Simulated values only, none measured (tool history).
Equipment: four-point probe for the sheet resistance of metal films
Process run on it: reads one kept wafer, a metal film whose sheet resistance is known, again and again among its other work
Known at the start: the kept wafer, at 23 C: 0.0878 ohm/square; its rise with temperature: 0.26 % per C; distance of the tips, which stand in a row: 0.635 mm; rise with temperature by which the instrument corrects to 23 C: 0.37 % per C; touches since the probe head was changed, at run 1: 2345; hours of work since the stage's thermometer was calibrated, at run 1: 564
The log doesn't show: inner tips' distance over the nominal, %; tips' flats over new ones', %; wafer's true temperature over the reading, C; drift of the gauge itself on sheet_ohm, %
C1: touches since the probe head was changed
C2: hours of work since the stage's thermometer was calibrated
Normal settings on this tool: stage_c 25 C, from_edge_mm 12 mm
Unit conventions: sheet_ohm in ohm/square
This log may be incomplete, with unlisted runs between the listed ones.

Run 1, hour 0.0: usual settings; C1 2345; C2 564. Result: sheet_ohm 0.087563 ohm/square.
Run 2, hour 8.1: usual settings; C1 2603; C2 569. Result: sheet_ohm 0.087601 ohm/square.
Run 3, hour 21.2: usual settings; C1 3022; C2 577. Result: sheet_ohm 0.087594 ohm/square.
Run 4, hour 35.7: usual settings but from_edge_mm 40 mm; C1 3486; C2 586. Result: sheet_ohm 0.087484 ohm/square.
Run 5, hour 45.7: usual settings but from_edge_mm 53 mm; C1 3803; C2 592. Result: sheet_ohm 0.087451 ohm/square.
Run 6, hour 58.3: usual settings but from_edge_mm 53 mm; C1 4206; C2 600. Result: sheet_ohm 0.087485 ohm/square.
Run 7, hour 69.1: usual settings but from_edge_mm 53 mm; C1 4551; C2 606. Result: sheet_ohm 0.087470 ohm/square.
Run 8, hour 78.7: usual settings but from_edge_mm 53 mm; C1 4859; C2 612. Result: sheet_ohm 0.087438 ohm/square.
Run 9, hour 93.5: usual settings; C1 5330; C2 621. Result: sheet_ohm 0.087572 ohm/square.
Run 10, hour 112.7: usual settings; C1 5944; C2 633. Result: sheet_ohm 0.087579 ohm/square.
Run 11, hour 122.0: usual settings; C1 6241; C2 639. Result: sheet_ohm 0.087586 ohm/square.
Run 12, hour 133.4: usual settings but from_edge_mm 8 mm; C1 6606; C2 646. Result: sheet_ohm 0.087715 ohm/square.
Run 13, hour 152.8: usual settings but from_edge_mm 8 mm; C1 7223; C2 658. Result: sheet_ohm 0.087714 ohm/square.
Run 14, hour 169.3: usual settings but stage_c 30 C, from_edge_mm 47 mm; C1 7751; C2 668. Result: sheet_ohm 0.086999 ohm/square.
Run 15, hour 177.5: usual settings but stage_c 30 C, from_edge_mm 47 mm; C1 8013; C2 673. Result: sheet_ohm 0.086984 ohm/square.
Run 16, hour 193.2: usual settings but stage_c 22 C, from_edge_mm 26 mm; C1 8514; C2 682. Result: sheet_ohm 0.087747 ohm/square.
Run 17, hour 202.6: usual settings but stage_c 22 C, from_edge_mm 26 mm; C1 8815; C2 688. Result: sheet_ohm 0.087753 ohm/square.
Run 18, hour 215.6: usual settings but stage_c 19 C, from_edge_mm 34 mm; C1 9230; C2 696. Result: sheet_ohm 0.087988 ohm/square.
Run 19, hour 223.6: usual settings but stage_c 26 C, from_edge_mm 72 mm; C1 9485; C2 701. Result: sheet_ohm 0.087326 ohm/square.
Run 20, hour 237.5: usual settings; C1 9929; C2 710. Result: sheet_ohm 0.087534 ohm/square.
Run 21, hour 248.8: usual settings but stage_c 24 C, from_edge_mm 15 mm; C1 10290; C2 717. Result: sheet_ohm 0.087575 ohm/square.
Run 22, hour 259.6: usual settings but stage_c 32 C, from_edge_mm 62 mm; C1 10634; C2 723. Result: sheet_ohm 0.086794 ohm/square.
Run 23, hour 277.4: usual settings but stage_c 24 C, from_edge_mm 67 mm; C1 11202; C2 734. Result: sheet_ohm 0.087509 ohm/square.
Run 24, hour 289.7: usual settings but stage_c 20 C, from_edge_mm 18 mm; C1 11595; C2 742. Result: sheet_ohm 0.087961 ohm/square.
Run 25, hour 305.5: usual settings but stage_c 28 C, from_edge_mm 36 mm; C1 12100; C2 751. Result: sheet_ohm 0.087123 ohm/square.
Run 26, hour 314.3: usual settings but stage_c 31 C, from_edge_mm 3 mm; C1 12382; C2 757. Result: sheet_ohm 0.088893 ohm/square.

Forecast each of these 5 alternatives for the next run:
Run A, hour 324.5: usual settings but from_edge_mm 4 mm; C1 12707; C2 763. Result: sheet_ohm ?.
Run B, hour 324.5: usual settings but stage_c 31 C, from_edge_mm 4 mm; C1 12707; C2 763. Result: sheet_ohm ?.
Run C, hour 324.5: usual settings; C1 12707; C2 763. Result: sheet_ohm ?.
Run D, hour 324.5: usual settings but stage_c 27 C, from_edge_mm 29 mm; C1 12707; C2 763. Result: sheet_ohm ?.
Run E, hour 324.5: usual settings but stage_c 30 C, from_edge_mm 13 mm; C1 12707; C2 763. Result: sheet_ohm ?.

run  sheet_ohm
  A   0.088583
  B   0.088022
  C   0.087534
  D   0.087252
  E   0.087067
Stripped of hidden state, with their random variation kept, the same runs would have yielded:
run  sheet_ohm
  A   0.088810
  B   0.088247
  C   0.087759
  D   0.087477
  E   0.087290
